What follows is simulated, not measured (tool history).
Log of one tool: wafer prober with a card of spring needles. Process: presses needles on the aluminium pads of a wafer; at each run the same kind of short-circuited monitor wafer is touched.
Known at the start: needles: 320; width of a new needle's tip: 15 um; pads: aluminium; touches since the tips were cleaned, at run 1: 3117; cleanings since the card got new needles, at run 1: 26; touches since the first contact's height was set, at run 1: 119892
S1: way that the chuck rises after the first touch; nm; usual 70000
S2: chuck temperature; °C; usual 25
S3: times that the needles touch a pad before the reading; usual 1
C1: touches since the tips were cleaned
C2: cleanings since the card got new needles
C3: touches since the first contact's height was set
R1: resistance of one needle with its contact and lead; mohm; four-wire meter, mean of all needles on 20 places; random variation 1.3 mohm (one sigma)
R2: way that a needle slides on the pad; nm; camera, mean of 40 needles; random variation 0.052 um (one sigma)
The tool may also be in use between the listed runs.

run 1 hour=0.0 | S1=70000 S2=25 S3=1 | C1=3117 C2=26 C3=119892 | R1=145 R2=12600
-- hour=1.4 tips cleaned on abrasive film
run 2 hour=6.6 | S1=70000 S2=25 S3=1 | C1=3377 C2=27 C3=124096 | R1=164 R2=12630
-- hour=7.5 tips cleaned on abrasive film
-- hour=14.1 tips cleaned on abrasive film
run 3 hour=14.1 | S1=70000 S2=25 S3=1 | C1=0 C2=29 C3=128792 | R1=117 R2=12580
-- hour=20.6 tips cleaned on abrasive film
run 4 hour=21.6 | S1=70000 S2=25 S3=1 | C1=648 C2=30 C3=133627 | R1=120 R2=12530
run 5 hour=25.9 | S1=70000 S2=25 S3=1 | C1=3403 C2=30 C3=136382 | R1=146 R2=12420
-- hour=27.0 tips cleaned on abrasive film
run 6 hour=31.1 | S1=70000 S2=25 S3=1 | C1=2630 C2=31 C3=139666 | R1=142 R2=12500
-- hour=33.7 tips cleaned on abrasive film
run 7 hour=37.9 | S1=70000 S2=25 S3=1 | C1=2659 C2=32 C3=143998 | R1=142 R2=12460
-- hour=40.6 tips cleaned on abrasive film
run 8 hour=42.9 | S1=70000 S2=25 S3=1 | C1=1499 C2=33 C3=147181 | R1=133 R2=12470
-- hour=45.8 tips cleaned on abrasive film, once more
run 9 hour=49.7 | S1=70000 S2=25 S3=1 | C1=2486 C2=34 C3=151521 | R1=141 R2=12550
-- hour=52.5 tips cleaned on abrasive film
run 10 hour=55.5 | S1=74000 S2=25 S3=1 | C1=1926 C2=35 C3=155228 | R1=137 R2=13140
-- hour=58.9 tips cleaned on abrasive film
run 11 hour=63.6 | S1=70000 S2=25 S3=1 | C1=3051 C2=36 C3=160412 | R1=147 R2=12460
-- hour=65.7 tips cleaned on abrasive film
run 12 hour=68.2 | S1=70000 S2=62 S3=1 | C1=1654 C2=37 C3=163331 | R1=139 R2=12440
-- hour=70.6 height of the first contact set anew
-- hour=72.3 tips cleaned on abrasive film
run 13 hour=73.0 | S1=70000 S2=65 S3=1 | C1=421 C2=38 C3=1489 | R1=122 R2=12830
run 14 hour=77.4 | S1=88000 S2=25 S3=1 | C1=3258 C2=38 C3=4326 | R1=132 R2=16230
-- hour=78.5 tips cleaned on abrasive film
run 15 hour=82.1 | S1=67000 S2=30 S3=1 | C1=2295 C2=39 C3=7308 | R1=141 R2=12370
-- hour=85.0 tips cleaned on abrasive film
run 16 hour=88.0 | S1=72000 S2=25 S3=1 | C1=1920 C2=40 C3=11086 | R1=132 R2=13170
-- hour=91.2 tips cleaned on abrasive film
run 17 hour=93.1 | S1=72000 S2=77 S3=1 | C1=1195 C2=41 C3=14307 | R1=133 R2=13190
-- hour=97.4 tips cleaned on abrasive film
run 18 hour=97.7 | S1=83000 S2=82 S3=3 | C1=199 C2=42 C3=17241 | R1=122 R2=15290
-- hour=103.8 tips cleaned on abrasive film
run 19 hour=103.8 | S1=79000 S2=41 S3=2 | C1=0 C2=43 C3=21111 | R1=114 R2=14550
run 20 hour=107.6 | S1=70000 S2=41 S3=2 | C1=2460 C2=43 C3=23571 | R1=129 R2=12760
-- hour=110.5 tips cleaned on abrasive film
run 21 hour=113.2 | S1=70000 S2=25 S3=2 | C1=1767 C2=44 C3=27116 | R1=127 R2=12840
-- hour=117.1 tips cleaned on abrasive film
run 22 hour=119.8 | S1=70000 S2=25 S3=2 | C1=1734 C2=45 C3=31337 | R1=126 R2=12860
-- hour=123.9 tips cleaned on abrasive film
run 23 hour=125.4 | S1=70000 S2=25 S3=2 | C1=1012 C2=46 C3=34914 | R1=122 R2=12870

Some steps in R1 between neighbouring runs. How much of each would the tool show without its hidden state too (settings, what came in, random variation), and how much is left for the hidden state, with any gauge scatter that isn't in both results?
The hidden state here: debris on the tips, nm; way that the needles fall short of the set height, um; tips' diameter, um; drift of the gauge itself on contact_mohm, %; drift of the gauge itself on scrub_um, %.
Run 2 -> 3: tips cleaned on abrasive film, tips cleaned on abrasive film. R1 -47 mohm: hidden state -50, all else +3.
Run 4 -> 5: no setting changed, nothing entered. R1 +26 mohm: hidden state +26, all else +0.
